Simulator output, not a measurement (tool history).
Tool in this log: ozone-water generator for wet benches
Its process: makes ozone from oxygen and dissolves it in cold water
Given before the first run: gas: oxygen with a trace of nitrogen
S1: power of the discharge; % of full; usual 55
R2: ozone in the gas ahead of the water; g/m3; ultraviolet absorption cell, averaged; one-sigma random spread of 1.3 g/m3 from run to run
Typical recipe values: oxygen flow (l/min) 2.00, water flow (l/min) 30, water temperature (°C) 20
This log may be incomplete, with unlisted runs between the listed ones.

{"run": 1, "hour": 0.0, "S1": 55, "oxygen flow (l/min)": 2.0, "water flow (l/min)": 30, "water temperature (°C)": 20, "dissolved ozone (ppm)": 6.5, "R2": 226.7}
{"run": 2, "hour": 34.9, "S1": 55, "oxygen flow (l/min)": 2.0, "water flow (l/min)": 30, "water temperature (°C)": 20, "dissolved ozone (ppm)": 6.8, "R2": 227.2}
{"run": 3, "hour": 61.7, "S1": 55, "oxygen flow (l/min)": 2.0, "water flow (l/min)": 30, "water temperature (°C)": 20, "dissolved ozone (ppm)": 6.4, "R2": 227.5}
{"run": 4, "hour": 82.7, "S1": 55, "oxygen flow (l/min)": 2.0, "water flow (l/min)": 30, "water temperature (°C)": 20, "dissolved ozone (ppm)": 6.6, "R2": 228.2}
{"run": 5, "hour": 118.4, "S1": 55, "oxygen flow (l/min)": 2.0, "water flow (l/min)": 30, "water temperature (°C)": 20, "dissolved ozone (ppm)": 6.5, "R2": 226.2}
{"run": 6, "hour": 152.9, "S1": 55, "oxygen flow (l/min)": 2.0, "water flow (l/min)": 28, "water temperature (°C)": 20, "dissolved ozone (ppm)": 7.3, "R2": 224.9}
{"run": 7, "hour": 172.3, "S1": 55, "oxygen flow (l/min)": 2.0, "water flow (l/min)": 28, "water temperature (°C)": 13, "dissolved ozone (ppm)": 7.4, "R2": 224.1}
{"run": 8, "hour": 197.2, "S1": 55, "oxygen flow (l/min)": 1.02, "water flow (l/min)": 31, "water temperature (°C)": 20, "dissolved ozone (ppm)": 4.6, "R2": 293.0}
{"run": 9, "hour": 235.0, "S1": 43, "oxygen flow (l/min)": 1.45, "water flow (l/min)": 31, "water temperature (°C)": 18, "dissolved ozone (ppm)": 4.5, "R2": 213.6}
{"run": 10, "hour": 270.0, "S1": 41, "oxygen flow (l/min)": 2.0, "water flow (l/min)": 30, "water temperature (°C)": 20, "dissolved ozone (ppm)": 5.6, "R2": 180.6}
{"run": 11, "hour": 291.8, "S1": 41, "oxygen flow (l/min)": 2.0, "water flow (l/min)": 30, "water temperature (°C)": 20, "dissolved ozone (ppm)": 5.3, "R2": 183.5}
{"run": 12, "hour": 324.3, "S1": 41, "oxygen flow (l/min)": 2.0, "water flow (l/min)": 30, "water temperature (°C)": 20, "dissolved ozone (ppm)": 5.3, "R2": 181.3}
{"run": 13, "hour": 342.7, "S1": 63, "oxygen flow (l/min)": 2.59, "water flow (l/min)": 30, "water temperature (°C)": 24, "dissolved ozone (ppm)": 7.8, "R2": 224.3}
{"run": 14, "hour": 363.3, "S1": 55, "oxygen flow (l/min)": 1.01, "water flow (l/min)": 18, "water temperature (°C)": 14, "dissolved ozone (ppm)": 9.7, "R2": 291.6}

4 options for the next run, each taken on its own from the tool as it stands now. Forecast them:
{"run": "A", "hour": 392.0, "S1": 55, "oxygen flow (l/min)": 2.0, "water flow (l/min)": 30, "water temperature (°C)": 17, "dissolved ozone (ppm)": "?", "R2": "?"}
{"run": "B", "hour": 392.0, "S1": 55, "oxygen flow (l/min)": 2.52, "water flow (l/min)": 46, "water temperature (°C)": 14, "dissolved ozone (ppm)": "?", "R2": "?"}
{"run": "C", "hour": 392.0, "S1": 55, "oxygen flow (l/min)": 2.92, "water flow (l/min)": 26, "water temperature (°C)": 17, "dissolved ozone (ppm)": "?", "R2": "?"}
{"run": "D", "hour": 392.0, "S1": 53, "oxygen flow (l/min)": 2.0, "water flow (l/min)": 30, "water temperature (°C)": 20, "dissolved ozone (ppm)": "?", "R2": "?"}

run=A dissolved_ozone_(ppm)=6.6 R2=224.6
run=B dissolved_ozone_(ppm)=4.1 R2=205.8
run=C dissolved_ozone_(ppm)=9.3 R2=192.7
run=D dissolved_ozone_(ppm)=6.5 R2=217.0
Stripped of hidden state, with their random variation kept, the same runs would have yielded:
run=A dissolved_ozone_(ppm)=7.1 R2=230.9
run=B dissolved_ozone_(ppm)=4.5 R2=211.6
run=C dissolved_ozone_(ppm)=10.0 R2=198.1
run=D dissolved_ozone_(ppm)=7.0 R2=222.9
